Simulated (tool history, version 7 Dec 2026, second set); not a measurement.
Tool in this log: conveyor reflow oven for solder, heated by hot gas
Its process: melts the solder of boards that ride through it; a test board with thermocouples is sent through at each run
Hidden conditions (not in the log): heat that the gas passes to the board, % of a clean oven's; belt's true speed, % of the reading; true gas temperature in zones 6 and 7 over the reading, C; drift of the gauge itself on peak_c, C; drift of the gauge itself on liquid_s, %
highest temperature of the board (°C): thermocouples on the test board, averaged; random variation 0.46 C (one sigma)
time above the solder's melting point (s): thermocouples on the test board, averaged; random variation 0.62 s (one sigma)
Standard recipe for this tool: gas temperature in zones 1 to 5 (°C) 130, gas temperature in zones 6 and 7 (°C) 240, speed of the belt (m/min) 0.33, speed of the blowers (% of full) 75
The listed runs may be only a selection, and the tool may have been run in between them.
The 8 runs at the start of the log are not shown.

run,day,gas temperature in zones 1 to 5 (°C),gas temperature in zones 6 and 7 (°C),speed of the belt (m/min),speed of the blowers (% of full),hours of work since the flux was cleaned out,hours of work since the belt drive was overhauled,hours of work since the thermocouples were changed,highest temperature of the board (°C),time above the solder's melting point (s)
9,6.688,130,251,0.33,75,186,697,246,232,91.1
10,7.612,130,251,0.33,75,198,709,258,232.6,91.4
11,8.483,130,251,0.33,75,209,720,270,232.4,91.8
12,9.025,130,240,0.33,84,217,727,277,226.3,87.2
13,9.867,130,240,0.33,51,228,738,288,213,69.2
14,10.592,130,240,0.33,51,237,748,297,212.5,69.1
15,11.546,130,240,0.33,51,250,760,310,212.3,69.6
16,12.538,130,240,0.33,51,263,773,323,212.9,69.7
17,13.296,130,240,0.33,51,273,783,333,212.5,68.6
18,14.512,130,238,0.34,61,289,799,349,215,71.7
19,15.442,138,247,0.297,64,301,811,361,230.2,105.4
20,16.746,138,247,0.297,64,318,829,378,229.9,104.1
21,17.767,130,241,0.33,57,331,842,391,215.3,75.1
22,18.529,130,241,0.33,57,341,852,401,215.7,75.9

Run 23 comes next. What will it give?
23,19.104,130,246,0.33,72,349,859,409,?,?

{"run 23": {"highest temperature of the board (°C)": 227.1, "time above the solder's melting point (s)": 86.3}}
With no hidden state in the tool, this same run would have given highest temperature of the board (°C) 227.2, time above the solder's melting point (s) 86.3.

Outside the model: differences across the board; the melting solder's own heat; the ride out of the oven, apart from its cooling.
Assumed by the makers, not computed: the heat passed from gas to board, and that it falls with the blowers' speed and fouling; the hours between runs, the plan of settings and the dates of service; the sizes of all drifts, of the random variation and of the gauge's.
